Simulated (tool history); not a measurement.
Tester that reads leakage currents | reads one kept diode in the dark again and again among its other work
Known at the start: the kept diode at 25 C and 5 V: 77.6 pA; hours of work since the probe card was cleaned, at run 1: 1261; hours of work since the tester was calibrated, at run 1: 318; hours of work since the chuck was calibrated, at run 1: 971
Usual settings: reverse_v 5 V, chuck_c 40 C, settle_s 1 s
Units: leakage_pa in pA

run,day,reverse_v,chuck_c,settle_s,hours of work since the probe card was cleaned,hours of work since the tester was calibrated,hours of work since the chuck was calibrated,leakage_pa
1,0,5,40,1,1261,318,971,264.48
2,1.05,9.36,40,1,1279,335,988,343.64
3,1.746,5,40,6.57,1290,347,1000,265.16
4,2.533,5,40,1,1303,360,1013,264.72
5,4.079,5,22,1,1329,385,1038,69.61
6,4.796,5,22,1,1341,397,1050,70.29
7,5.558,5,22,1,1353,410,1063,70.47
8,6.408,5,29,1,1367,424,1077,119.85
9,7.408,5,29,1,1384,440,1094,120.11
10,8.862,1.19,40,1,1408,465,1118,148.33
11,10.254,5,40,1,1431,488,1141,269.22
12,11.308,5,40,1,1448,505,1158,269.06
13,12.562,5,40,1,1469,526,1179,270.52
14,14.017,5,40,1,1493,550,1203,269.94
15,15.283,5,40,1,1514,571,1224,273.03
16,16.171,5.42,40,1,1529,586,1239,280.93
17,17.421,5,40,6.86,1550,606,1259,271.26
18,19.058,5,40,1,1577,633,1286,272.27
19,20.329,1.26,40,0.42,1598,654,1307,153.73
20,21.854,19.33,55,8.71,1623,680,1333,1327.74
21,23.042,4.61,26,0.79,1643,699,1352,95.53
22,24.175,4.66,46,1.71,1661,718,1371,404.82
23,25.738,4.66,46,1.71,1687,744,1397,404.9
24,26.512,4.66,48,3.2,1700,757,1410,463.35
25,28.033,4.66,48,3.2,1725,782,1435,464.92
26,28.942,5,40,8.49,1740,797,1450,275.81
27,29.921,5,40,8.87,1757,813,1466,276.72
# day 30.579: chuck's temperature calibrated
28,30.771,5,40,8.87,1769,826,3,247.19
29,31.988,5,40,8.87,1789,846,23,247.35
30,32.933,12.22,40,2.82,1805,862,39,361.34
31,34.467,5.44,57,3.48,1830,887,64,810.64
32,35.496,5.44,57,3.48,1847,904,81,816.4
33,36.721,3.34,31,6.67,1868,924,102,109.47
34,37.588,8.94,40,7.05,1882,939,116,319.71
35,38.725,8.94,23,7.05,1901,958,135,91.33

Hidden state at the last listed run before each entry between runs and at the first one after, where it differs:
Between runs 27 and 28: chuck's temperature calibrated (day 30.579)
  stray current of the dirty probe card, pA a volt: 0.476 -> 0.479; true chuck temperature over the reading, C: 1.75 -> 0.19
  measured less the result without the state, leakage_pa: +34.22 -> +5.13 pA
